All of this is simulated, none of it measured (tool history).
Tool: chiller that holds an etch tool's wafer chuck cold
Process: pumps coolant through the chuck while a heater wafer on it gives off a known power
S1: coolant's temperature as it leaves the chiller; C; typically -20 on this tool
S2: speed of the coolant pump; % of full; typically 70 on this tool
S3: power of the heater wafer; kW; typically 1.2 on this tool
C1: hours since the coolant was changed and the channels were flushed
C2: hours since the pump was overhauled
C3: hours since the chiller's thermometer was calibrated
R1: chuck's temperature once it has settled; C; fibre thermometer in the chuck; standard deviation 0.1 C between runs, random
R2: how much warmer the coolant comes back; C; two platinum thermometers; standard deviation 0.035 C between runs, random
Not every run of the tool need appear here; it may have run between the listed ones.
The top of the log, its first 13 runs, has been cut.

| run | hour | S1 | S2 | S3 | C1 | C2 | C3 | R1 | R2 |
|---|---|---|---|---|---|---|---|---|---|
| 14 | 311.1 | -16 | 70 | 1.307 | 2924 | 1601 | 1306 | -4.3 | 6.58 |
| 15 | 337.8 | -16 | 70 | 1.307 | 2951 | 1628 | 1332 | -4.4 | 6.63 |
| 16 | 369.3 | -16 | 70 | 1.307 | 2982 | 1659 | 1364 | -4.4 | 6.56 |
| 17 | 383.3 | -13 | 81 | 1.514 | 2997 | 1673 | 1378 | -1.3 | 6.52 |
| 18 | 414.4 | -13 | 81 | 1.514 | 3028 | 1704 | 1409 | -1.2 | 6.53 |
| 19 | 438.6 | -13 | 81 | 1.514 | 3052 | 1728 | 1433 | -1.2 | 6.6 |
| 20 | 456.8 | -13 | 81 | 1.514 | 3070 | 1747 | 1451 | -1.3 | 6.63 |
| 21 | 476.7 | -21 | 70 | 1.257 | 3090 | 1766 | 1471 | -10.1 | 6.34 |
| 22 | 497.7 | -12 | 70 | 0.805 | 3111 | 1788 | 1492 | -5 | 4.1 |
| 23 | 512.5 | -18 | 70 | 0.805 | 3126 | 1802 | 1507 | -10.9 | 4.1 |
| 24 | 537.1 | -20 | 70 | 0.7 | 3150 | 1827 | 1532 | -13.6 | 3.51 |
| 25 | 564.6 | -26 | 80 | 0.944 | 3178 | 1854 | 1559 | -18.5 | 4.14 |
| 26 | 597.8 | -25 | 66 | 0.806 | 3211 | 1888 | 1592 | -17.6 | 4.32 |
| 27 | 628.5 | -25 | 66 | 0.806 | 3242 | 1918 | 1623 | -17.6 | 4.33 |
| 28 | 644.8 | -25 | 97 | 1.307 | 3258 | 1935 | 1639 | -16.5 | 4.76 |
| 29 | 674.6 | -20 | 84 | 1.2 | 3288 | 1964 | 1669 | -10.9 | 4.98 |
| 30 | 700.6 | -15 | 80 | 1.2 | 3314 | 1990 | 1695 | -5.5 | 5.31 |

Run 31 has not been measured yet. What should we expect?
| 31 | 725.8 | -28 | 80 | 0.704 | 3339 | 2016 | 1720 | ? | ? |

{"run 31": {"R1": -22.6, "R2": 3.08}}
With the hidden condition absent and the run-to-run variation left alone, this run would have shown R1 -22.6 C, R2 3.08 C.
